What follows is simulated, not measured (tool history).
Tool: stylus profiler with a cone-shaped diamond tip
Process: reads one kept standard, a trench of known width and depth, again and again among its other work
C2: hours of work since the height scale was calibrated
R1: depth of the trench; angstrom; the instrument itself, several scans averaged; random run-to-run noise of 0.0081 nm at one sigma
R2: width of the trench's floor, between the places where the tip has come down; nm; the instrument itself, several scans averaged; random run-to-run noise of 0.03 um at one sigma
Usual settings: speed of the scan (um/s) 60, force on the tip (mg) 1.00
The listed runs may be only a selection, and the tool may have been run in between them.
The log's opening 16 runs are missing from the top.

Run 17, hour 565.0: usual settings but speed of the scan (um/s) 199; scans with this tip 4369; C2 663. Result: R1 1008.81 angstrom, R2 46180 nm.
Run 18, hour 594.9: usual settings but speed of the scan (um/s) 199; scans with this tip 4487; C2 680. Result: R1 1008.85 angstrom, R2 46230 nm.
Run 19, hour 629.4: usual settings but speed of the scan (um/s) 199; scans with this tip 4622; C2 701. Result: R1 1008.72 angstrom, R2 46170 nm.
Run 20, hour 658.7: usual settings but speed of the scan (um/s) 199; scans with this tip 4737; C2 718. Result: R1 1008.86 angstrom, R2 46170 nm.
Run 21, hour 695.2: usual settings but speed of the scan (um/s) 16; scans with this tip 4880; C2 740. Result: R1 1008.79 angstrom, R2 47860 nm.
Run 22, hour 729.7: usual settings but speed of the scan (um/s) 20; scans with this tip 5015; C2 760. Result: R1 1008.77 angstrom, R2 47860 nm.
Run 23, hour 756.5: usual settings but speed of the scan (um/s) 20; scans with this tip 5120; C2 776. Result: R1 1008.73 angstrom, R2 47790 nm.
Run 24, hour 799.0: usual settings but speed of the scan (um/s) 20; scans with this tip 5287; C2 802. Result: R1 1008.89 angstrom, R2 47840 nm.
Run 25, hour 818.8: usual settings but speed of the scan (um/s) 36; scans with this tip 5365; C2 813. Result: R1 1008.80 angstrom, R2 47670 nm.
At hour 827.1: height scale calibrated on a step standard.
Run 26, hour 860.5: usual settings but speed of the scan (um/s) 56, force on the tip (mg) 0.82; scans with this tip 5527; C2 20. Result: R1 1007.77 angstrom, R2 47460 nm.
Run 27, hour 897.2: usual settings but speed of the scan (um/s) 103, force on the tip (mg) 1.72; scans with this tip 5670; C2 42. Result: R1 1012.57 angstrom, R2 47290 nm.
Run 28, hour 936.1: usual settings but speed of the scan (um/s) 103, force on the tip (mg) 1.72; scans with this tip 5823; C2 65. Result: R1 1012.61 angstrom, R2 47230 nm.
Run 29, hour 969.6: usual settings but speed of the scan (um/s) 34, force on the tip (mg) 1.46; scans with this tip 5954; C2 85. Result: R1 1011.46 angstrom, R2 47760 nm.

Run 30 comes next. What will it give?
Run 30, hour 989.3: usual settings but speed of the scan (um/s) 34, force on the tip (mg) 1.46; scans with this tip 6032; C2 96. Result: R1 ?, R2 ?.

R1: 1011.24 angstrom
R2: 47810 nm
Without the tool's hidden state the same run would have given R1 1011.24 angstrom, R2 47810 nm.

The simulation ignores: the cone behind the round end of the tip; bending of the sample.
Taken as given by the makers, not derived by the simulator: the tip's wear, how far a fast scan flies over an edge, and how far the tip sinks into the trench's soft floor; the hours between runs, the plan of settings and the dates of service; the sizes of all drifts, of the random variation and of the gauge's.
